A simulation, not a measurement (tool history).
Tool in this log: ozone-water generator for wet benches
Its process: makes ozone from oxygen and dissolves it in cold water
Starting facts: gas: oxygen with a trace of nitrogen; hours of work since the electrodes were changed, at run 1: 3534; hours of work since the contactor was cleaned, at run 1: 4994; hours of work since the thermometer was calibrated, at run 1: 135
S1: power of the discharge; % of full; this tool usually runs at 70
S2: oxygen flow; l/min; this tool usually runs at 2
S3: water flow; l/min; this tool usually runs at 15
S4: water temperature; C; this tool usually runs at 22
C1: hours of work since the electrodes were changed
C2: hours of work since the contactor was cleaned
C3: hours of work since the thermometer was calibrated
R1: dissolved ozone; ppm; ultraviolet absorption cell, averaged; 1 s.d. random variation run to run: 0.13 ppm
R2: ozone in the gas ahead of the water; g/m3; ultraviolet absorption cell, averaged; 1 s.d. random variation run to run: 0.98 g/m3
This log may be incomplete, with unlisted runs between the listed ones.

{"run": 1, "hour": 0.0, "S1": 70, "S2": 2, "S3": 15, "S4": 22, "C1": 3534, "C2": 4994, "C3": 135, "R1": 10.4, "R2": 143.5}
{"run": 2, "hour": 106.1, "S1": 70, "S2": 2, "S3": 15, "S4": 22, "C1": 3623, "C2": 5083, "C3": 223, "R1": 10.4, "R2": 141.5}
{"run": 3, "hour": 176.9, "S1": 70, "S2": 2, "S3": 15, "S4": 22, "C1": 3682, "C2": 5142, "C3": 283, "R1": 10.5, "R2": 141.8}
{"run": 4, "hour": 323.5, "S1": 70, "S2": 2, "S3": 15, "S4": 22, "C1": 3805, "C2": 5265, "C3": 406, "R1": 10.2, "R2": 140.1}
{"run": 5, "hour": 398.9, "S1": 70, "S2": 2, "S3": 15, "S4": 22, "C1": 3868, "C2": 5328, "C3": 469, "R1": 10.1, "R2": 138.7}
{"run": 6, "hour": 513.1, "S1": 93, "S2": 2.98, "S3": 13, "S4": 26, "C1": 3964, "C2": 5424, "C3": 564, "R1": 12.6, "R2": 132.5}
{"hour": 565.8, "done": "contactor cleaned"}
{"run": 7, "hour": 607.7, "S1": 62, "S2": 2, "S3": 19, "S4": 22, "C1": 4040, "C2": 35, "C3": 640, "R1": 8, "R2": 126.7}
{"run": 8, "hour": 678.5, "S1": 45, "S2": 2, "S3": 15, "S4": 20, "C1": 4099, "C2": 94, "C3": 699, "R1": 7.9, "R2": 102.6}
{"run": 9, "hour": 749.1, "S1": 42, "S2": 2.87, "S3": 15, "S4": 25, "C1": 4158, "C2": 153, "C3": 759, "R1": 7.4, "R2": 77.6}
{"run": 10, "hour": 840.5, "S1": 42, "S2": 2.87, "S3": 12, "S4": 25, "C1": 4234, "C2": 230, "C3": 835, "R1": 8.3, "R2": 78.1}

Below are 3 alternative next runs, each starting from the tool's condition after run 10. Predict each:
{"run": "A", "hour": 956.4, "S1": 49, "S2": 2.57, "S3": 15, "S4": 22, "C1": 4332, "C2": 327, "C3": 932, "R1": "?", "R2": "?"}
{"run": "B", "hour": 956.4, "S1": 42, "S2": 2.87, "S3": 14, "S4": 25, "C1": 4332, "C2": 327, "C3": 932, "R1": "?", "R2": "?"}
{"run": "C", "hour": 956.4, "S1": 51, "S2": 2, "S3": 15, "S4": 22, "C1": 4332, "C2": 327, "C3": 932, "R1": "?", "R2": "?"}

run=A R1=8.2 R2=91.9
run=B R1=7.5 R2=77.2
run=C R1=8.5 R2=109.1
Take away the tool's hidden state, keep each run's random variation, and the runs would have read:
run=A R1=9.7 R2=107.5
run=B R1=8.6 R2=88.1
run=C R1=10.1 R2=128.6
